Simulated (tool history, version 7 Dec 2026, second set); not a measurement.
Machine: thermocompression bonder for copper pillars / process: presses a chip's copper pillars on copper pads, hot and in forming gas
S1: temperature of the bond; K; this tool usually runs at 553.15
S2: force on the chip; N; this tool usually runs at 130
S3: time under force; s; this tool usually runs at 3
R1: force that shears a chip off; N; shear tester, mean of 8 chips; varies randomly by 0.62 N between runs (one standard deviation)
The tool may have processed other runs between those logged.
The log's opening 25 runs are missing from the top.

run	hour	S1	S2	S3	R1
26	515.9	575.15	94	5	104.9
# hour 534.4: heater calibrated with a thermocouple chip, once more
27	542.6	523.15	143	3	88.8
28	569.4	575.15	83	2	78.7
29	584.3	575.15	83	2	77.9
30	603.8	570.15	150	2	116.7
31	621.1	570.15	130	3	114.8
32	646.1	580.15	81	2	78.5
33	663.7	541.15	179	2	107.7
34	680.3	541.15	179	2	106.8
35	708.6	553.15	101	3	84.4
# hour 722.3: forming gas filter changed
36	729.9	539.15	150	3	105.7
37	747.4	539.15	150	3	106
38	765.3	545.15	130	2	88.7
39	789.7	545.15	130	2	88.2

What if the next run were any one of these 3? Each begins from the tool's condition after run 39:
A	812.4	539.15	130	2	?
B	812.4	537.15	130	3	?
C	812.4	573.15	130	3	?

run	R1
A	82.5
B	92.7
C	117.9
Take away the tool's hidden state, keep each run's random variation, and the runs would have read:
run	R1
A	83
B	93.4
C	118.8

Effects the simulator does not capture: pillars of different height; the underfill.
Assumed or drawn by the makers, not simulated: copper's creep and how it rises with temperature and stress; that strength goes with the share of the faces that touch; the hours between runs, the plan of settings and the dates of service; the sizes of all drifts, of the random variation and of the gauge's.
